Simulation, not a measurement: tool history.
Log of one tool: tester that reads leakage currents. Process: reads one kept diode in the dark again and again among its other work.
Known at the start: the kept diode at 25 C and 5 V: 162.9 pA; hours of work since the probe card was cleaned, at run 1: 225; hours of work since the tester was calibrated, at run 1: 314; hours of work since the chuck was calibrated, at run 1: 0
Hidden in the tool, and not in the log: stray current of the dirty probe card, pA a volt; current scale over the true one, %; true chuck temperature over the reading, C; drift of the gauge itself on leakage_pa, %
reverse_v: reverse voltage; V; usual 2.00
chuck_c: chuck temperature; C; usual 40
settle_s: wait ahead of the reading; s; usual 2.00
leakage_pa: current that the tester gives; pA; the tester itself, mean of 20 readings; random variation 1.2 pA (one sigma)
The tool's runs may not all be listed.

run      day  reverse_v  chuck_c  settle_s  hours of work since the probe card was cleaned  hours of work since the tester was calibrated  hours of work since the chuck was calibrated  leakage_pa
  1    0.000       2.00       40      2.00                                             225                                            314                                             0      407.76
  2    6.308       2.00       40      2.00                                             291                                            380                                            66      408.80
  3   13.846       2.00       51      2.00                                             370                                            458                                           145      999.93
  4   21.329       2.00       51      2.00                                             448                                            537                                           223      995.23
  5   27.917      10.05       40      2.00                                             517                                            605                                           292      839.66
  6   32.071      10.05       40      2.00                                             560                                            649                                           335      842.76
  7   35.350       1.98       40      2.00                                             595                                            683                                           369      406.49
  8   40.862       2.00       40      2.00                                             652                                            741                                           427      403.74
  9   46.858       2.00       40      2.00                                             715                                            803                                           490      407.72
 10   51.862       2.00       40      2.00                                             767                                            856                                           542      406.73
 11   57.854       1.64       50      1.15                                             830                                            918                                           604      840.98
      60.417  -- chuck's temperature calibrated
 12   64.175       2.00       35      2.00                                             895                                            983                                            39      266.03
 13   69.162       2.00       35      2.00                                             947                                           1036                                            91      265.57
 14   75.533       2.00       35      2.00                                            1014                                           1102                                           158      267.10
 15   81.971       2.00       35      2.00                                            1081                                           1169                                           225      265.88
      84.242  -- probe card cleaned and baked
 16   86.450       5.07       40      2.00                                              23                                           1215                                           271      619.28
 17   93.317       5.07       40      2.00                                              95                                           1287                                           342      616.63
 18  100.712       2.78       39      4.77                                             172                                           1364                                           420      434.70

5 ways to go on from here, each from the tool as it stands after run 18. What would each give?
  A  107.600       3.77       53      0.44                                             244                                           1436                                           492           ?
  B  107.600       1.49       40      1.13                                             244                                           1436                                           492           ?
  C  107.600       2.78       27      4.77                                             244                                           1436                                           492           ?
  D  107.600       1.42       40      7.81                                             244                                           1436                                           492           ?
  E  107.600       2.78       26      4.77                                             244                                           1436                                           492           ?

run  leakage_pa
  A     1545.27
  B      355.74
  C      150.53
  D      347.41
  E      137.11
Without the tool's hidden state the same runs would have given:
run  leakage_pa
  A     1548.65
  B      356.58
  C      150.90
  D      348.23
  E      137.45
